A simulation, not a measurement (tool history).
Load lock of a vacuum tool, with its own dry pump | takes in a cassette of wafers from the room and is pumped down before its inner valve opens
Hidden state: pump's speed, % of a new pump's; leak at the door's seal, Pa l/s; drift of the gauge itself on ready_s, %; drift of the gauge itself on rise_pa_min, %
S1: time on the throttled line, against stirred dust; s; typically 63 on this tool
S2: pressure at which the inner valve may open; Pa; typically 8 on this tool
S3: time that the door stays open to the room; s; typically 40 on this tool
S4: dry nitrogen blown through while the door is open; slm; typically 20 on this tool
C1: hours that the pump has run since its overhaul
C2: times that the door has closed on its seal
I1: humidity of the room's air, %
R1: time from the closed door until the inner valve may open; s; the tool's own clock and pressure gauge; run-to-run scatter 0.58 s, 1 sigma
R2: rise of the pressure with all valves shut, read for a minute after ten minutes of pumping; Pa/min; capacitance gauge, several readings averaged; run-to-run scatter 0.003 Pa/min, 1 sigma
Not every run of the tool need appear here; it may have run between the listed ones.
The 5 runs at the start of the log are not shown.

{"run": 6, "day": 50.254, "S1": 63, "S2": 6, "S3": 40, "S4": 20, "C1": 4817, "C2": 11450, "I1": 43, "R1": 111.2, "R2": 0.05}
{"run": 7, "day": 65.708, "S1": 63, "S2": 6, "S3": 40, "S4": 20, "C1": 5187, "C2": 11841, "I1": 44.5, "R1": 111.4, "R2": 0.052}
{"run": 8, "day": 81.554, "S1": 63, "S2": 6, "S3": 40, "S4": 20, "C1": 5568, "C2": 12243, "I1": 42.2, "R1": 111.7, "R2": 0.049}
{"run": 9, "day": 96.829, "S1": 63, "S2": 8, "S3": 40, "S4": 19, "C1": 5934, "C2": 12630, "I1": 45.9, "R1": 110.9, "R2": 0.056}
{"run": 10, "day": 109.371, "S1": 63, "S2": 8, "S3": 40, "S4": 19, "C1": 6235, "C2": 12947, "I1": 45.5, "R1": 110.6, "R2": 0.056}
{"run": 11, "day": 116.638, "S1": 95, "S2": 8, "S3": 40, "S4": 20, "C1": 6410, "C2": 13131, "I1": 49.1, "R1": 134.2, "R2": 0.055}
{"run": 12, "day": 126.325, "S1": 95, "S2": 8, "S3": 40, "S4": 20, "C1": 6642, "C2": 13377, "I1": 45.1, "R1": 135.4, "R2": 0.057}
{"run": 13, "day": 135.579, "S1": 95, "S2": 8, "S3": 40, "S4": 20, "C1": 6864, "C2": 13611, "I1": 47.8, "R1": 134.2, "R2": 0.064}
{"run": 14, "day": 147.879, "S1": 63, "S2": 8, "S3": 40, "S4": 20, "C1": 7160, "C2": 13923, "I1": 44.6, "R1": 111, "R2": 0.053}
{"run": 15, "day": 160.054, "S1": 63, "S2": 8, "S3": 40, "S4": 20, "C1": 7452, "C2": 14231, "I1": 42.8, "R1": 111.5, "R2": 0.055}
{"run": 16, "day": 173.829, "S1": 63, "S2": 8, "S3": 40, "S4": 20, "C1": 7782, "C2": 14580, "I1": 46.3, "R1": 111.9, "R2": 0.059}
{"run": 17, "day": 181.912, "S1": 63, "S2": 8, "S3": 40, "S4": 20, "C1": 7976, "C2": 14785, "I1": 44.3, "R1": 111.1, "R2": 0.061}
{"run": 18, "day": 193.05, "S1": 63, "S2": 8, "S3": 40, "S4": 20, "C1": 8244, "C2": 15067, "I1": 43.2, "R1": 110.5, "R2": 0.064}
{"run": 19, "day": 207.158, "S1": 125, "S2": 8, "S3": 40, "S4": 20, "C1": 8582, "C2": 15424, "I1": 45.1, "R1": 159.8, "R2": 0.063}
{"run": 20, "day": 216.375, "S1": 63, "S2": 8, "S3": 38, "S4": 20, "C1": 8803, "C2": 15657, "I1": 45.8, "R1": 112.5, "R2": 0.064}
{"run": 21, "day": 232.792, "S1": 36, "S2": 8, "S3": 38, "S4": 5, "C1": 9197, "C2": 16073, "I1": 43.9, "R1": 91.7, "R2": 0.075}

Run 22, settings as shown, results not yet in. Your forecast:
{"run": 22, "day": 240.8, "S1": 63, "S2": 8, "S3": 40, "S4": 4, "C1": 9390, "C2": 16276, "I1": 40.4, "R1": "?", "R2": "?"}

{"run 22": {"R1": 112.1, "R2": 0.078}}
Minus the tool's unlogged condition, the same run would have read R1 106.5 s, R2 0.035 Pa/min.

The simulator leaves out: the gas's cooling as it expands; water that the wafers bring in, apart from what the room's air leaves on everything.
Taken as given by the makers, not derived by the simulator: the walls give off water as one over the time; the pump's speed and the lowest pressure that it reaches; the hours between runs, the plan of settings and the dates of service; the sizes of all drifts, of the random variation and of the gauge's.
